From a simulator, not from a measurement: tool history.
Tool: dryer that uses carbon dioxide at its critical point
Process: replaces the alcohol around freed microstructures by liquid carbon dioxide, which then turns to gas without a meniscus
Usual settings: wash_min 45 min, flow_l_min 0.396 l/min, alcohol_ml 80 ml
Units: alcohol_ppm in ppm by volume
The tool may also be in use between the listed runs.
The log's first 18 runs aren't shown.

Run 19, hour 261.9: usual settings but wash_min 72 min, alcohol_ml 77 ml. Result: alcohol_ppm 75 ppm by volume.
Run 20, hour 278.1: usual settings but flow_l_min 0.281 l/min. Result: alcohol_ppm 300 ppm by volume.
Run 21, hour 287.1: usual settings but wash_min 30 min, alcohol_ml 29 ml. Result: alcohol_ppm 190 ppm by volume.
Run 22, hour 300.8: usual settings but wash_min 30 min, alcohol_ml 29 ml. Result: alcohol_ppm 197 ppm by volume.
Run 23, hour 321.6: usual settings but wash_min 64 min, alcohol_ml 23 ml. Result: alcohol_ppm 84 ppm by volume.
Run 24, hour 332.7: usual settings but wash_min 64 min, alcohol_ml 23 ml. Result: alcohol_ppm 80 ppm by volume.
Run 25, hour 347.4: usual settings but wash_min 42 min, flow_l_min 0.439 l/min, alcohol_ml 86 ml. Result: alcohol_ppm 113 ppm by volume.
Run 26, hour 367.8: usual settings but wash_min 42 min, flow_l_min 0.439 l/min, alcohol_ml 86 ml. Result: alcohol_ppm 106 ppm by volume.
Run 27, hour 386: usual settings but wash_min 42 min, flow_l_min 0.439 l/min, alcohol_ml 86 ml. Result: alcohol_ppm 106 ppm by volume.
Run 28, hour 402.9: usual settings but wash_min 33 min, flow_l_min 0.454 l/min, alcohol_ml 51 ml. Result: alcohol_ppm 140 ppm by volume.
Run 29, hour 417.4: usual settings but wash_min 33 min, flow_l_min 0.539 l/min, alcohol_ml 103 ml. Result: alcohol_ppm 120 ppm by volume.
Run 30, hour 427.5: usual settings but wash_min 56 min, flow_l_min 0.664 l/min, alcohol_ml 29 ml. Result: alcohol_ppm 95 ppm by volume.
Run 31, hour 441.7: usual settings but wash_min 56 min, flow_l_min 0.664 l/min, alcohol_ml 29 ml. Result: alcohol_ppm 83 ppm by volume.
Run 32, hour 460.2: usual settings but wash_min 56 min, flow_l_min 0.664 l/min, alcohol_ml 29 ml. Result: alcohol_ppm 91 ppm by volume.
Run 33, hour 473.2: usual settings but wash_min 56 min, flow_l_min 0.664 l/min, alcohol_ml 29 ml. Result: alcohol_ppm 91 ppm by volume.
Run 34, hour 493.9: usual settings but wash_min 57 min, flow_l_min 0.385 l/min, alcohol_ml 117 ml. Result: alcohol_ppm 106 ppm by volume.
Run 35, hour 504.4: usual settings but wash_min 62 min, flow_l_min 0.351 l/min, alcohol_ml 69 ml. Result: alcohol_ppm 108 ppm by volume.
Run 36, hour 517.6: usual settings but wash_min 47 min, flow_l_min 0.385 l/min, alcohol_ml 29 ml. Result: alcohol_ppm 109 ppm by volume.
At hour 528.8: inlet filter changed.
Run 37, hour 536.6: usual settings but wash_min 47 min, flow_l_min 0.385 l/min, alcohol_ml 29 ml. Result: alcohol_ppm 88 ppm by volume.
Run 38, hour 558.3: usual settings but alcohol_ml 54 ml. Result: alcohol_ppm 97 ppm by volume.
Run 39, hour 576.1: usual settings but wash_min 40 min, alcohol_ml 46 ml. Result: alcohol_ppm 115 ppm by volume.

3 ways to go on from here, each from the tool as it stands after run 39. What would each give?
Run A, hour 589.5: usual settings but wash_min 40 min, flow_l_min 0.26 l/min, alcohol_ml 76 ml. Result: alcohol_ppm ?.
Run B, hour 589.5: usual settings but wash_min 59 min, alcohol_ml 46 ml. Result: alcohol_ppm ?.
Run C, hour 589.5: usual settings but wash_min 40 min, flow_l_min 0.253 l/min, alcohol_ml 26 ml. Result: alcohol_ppm ?.

run  alcohol_ppm
  A          389
  B          104
  C          213
Without the tool's hidden state the same runs would have given:
run  alcohol_ppm
  A          280
  B            9
  C          112
